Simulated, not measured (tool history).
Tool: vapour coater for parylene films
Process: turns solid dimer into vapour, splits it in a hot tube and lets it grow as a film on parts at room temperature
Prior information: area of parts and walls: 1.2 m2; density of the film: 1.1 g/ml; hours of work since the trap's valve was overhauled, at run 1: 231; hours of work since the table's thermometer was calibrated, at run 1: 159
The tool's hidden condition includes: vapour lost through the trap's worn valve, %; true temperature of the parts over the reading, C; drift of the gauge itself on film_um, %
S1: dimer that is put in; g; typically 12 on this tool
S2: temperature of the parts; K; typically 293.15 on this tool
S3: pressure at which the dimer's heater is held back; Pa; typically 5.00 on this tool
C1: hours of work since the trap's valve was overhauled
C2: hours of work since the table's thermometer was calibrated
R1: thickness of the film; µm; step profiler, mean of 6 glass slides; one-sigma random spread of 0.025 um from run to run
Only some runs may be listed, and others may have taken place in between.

run,hour,S1,S2,S3,C1,C2,R1
1,0.0,12,293.15,5.00,231,159,4.41
2,13.3,12,293.15,5.00,239,167,4.38
3,23.6,12,293.15,5.00,245,173,4.42
4,31.6,12,291.15,5.00,250,178,4.65
5,49.1,7,293.15,5.00,261,188,2.59
6,58.3,18,293.15,5.00,266,194,6.57
7,67.8,18,288.15,5.00,272,199,7.44
8,77.3,18,288.15,5.00,278,205,7.48
9,87.3,18,288.15,5.00,284,211,7.30
10,102.5,12,298.15,5.00,293,220,3.80
11,118.2,12,298.15,5.00,302,229,3.80
12,127.8,12,298.15,5.00,308,235,3.81
13,140.2,11,293.15,5.00,315,243,3.93
14,153.6,11,293.15,5.00,323,251,3.95
15,164.1,11,305.15,5.00,330,257,2.89
16,172.2,11,305.15,2.21,334,262,3.50
# hour 178.1: gauge calibrated
17,180.8,9,305.15,2.21,340,267,2.94
# hour 190.9: trap's valve overhauled
18,198.1,12,293.15,5.00,4,275,4.40
19,207.0,12,293.15,5.00,10,280,4.39
20,216.4,12,293.15,5.00,15,286,4.38
21,231.1,12,293.15,5.00,24,295,4.39
22,247.6,12,293.15,5.00,34,304,4.34
23,260.6,12,293.15,5.00,42,312,4.41
24,275.4,8,297.15,5.94,51,321,2.48
25,293.3,17,302.15,10.26,61,332,4.11

What does the tool deliver on the next run?
26,300.9,19,296.15,5.08,66,336,?

R1: 6.32 µm
Without the tool's hidden state the same run would have given R1 6.44 µm.

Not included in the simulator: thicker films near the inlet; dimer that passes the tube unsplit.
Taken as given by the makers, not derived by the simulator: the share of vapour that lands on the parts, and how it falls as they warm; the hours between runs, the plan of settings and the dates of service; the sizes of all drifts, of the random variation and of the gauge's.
